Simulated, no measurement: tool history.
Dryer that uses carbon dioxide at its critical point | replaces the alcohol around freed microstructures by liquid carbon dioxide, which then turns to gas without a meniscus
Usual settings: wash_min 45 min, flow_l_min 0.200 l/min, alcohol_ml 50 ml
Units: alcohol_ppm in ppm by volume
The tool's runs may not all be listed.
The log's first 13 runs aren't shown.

run,day,wash_min,flow_l_min,alcohol_ml,alcohol_ppm
14,21.350,45,0.200,50,123
15,23.258,45,0.200,50,123
16,25.696,45,0.200,50,153
17,27.075,45,0.200,50,152
18,28.129,45,0.200,50,158
19,29.788,45,0.200,50,165
20,30.862,29,0.172,77,2239
21,32.929,29,0.172,77,2305
# day 34.717: inlet filter changed
22,34.942,45,0.200,113,194
23,36.479,45,0.200,113,206
24,38.154,45,0.200,113,229
25,40.229,45,0.200,50,169
26,42.333,45,0.200,50,182
27,44.162,40,0.323,67,144
28,45.458,43,0.219,50,187
29,47.496,43,0.219,50,195
# day 49.242: purifier's bed changed
30,49.954,43,0.219,50,49
31,50.975,37,0.296,50,29
32,53.075,37,0.296,50,38
33,55.188,36,0.337,46,44
34,56.958,28,0.129,71,5017
35,58.533,64,0.134,71,178

Forecast each of these 3 alternatives for the next run:
A,59.567,48,0.149,50,?
B,59.567,37,0.192,34,?
C,59.567,44,0.134,71,?

run,alcohol_ppm
A,317
B,233
C,988
Without the tool's hidden state the same runs would have given:
run,alcohol_ppm
A,187
B,130
C,684
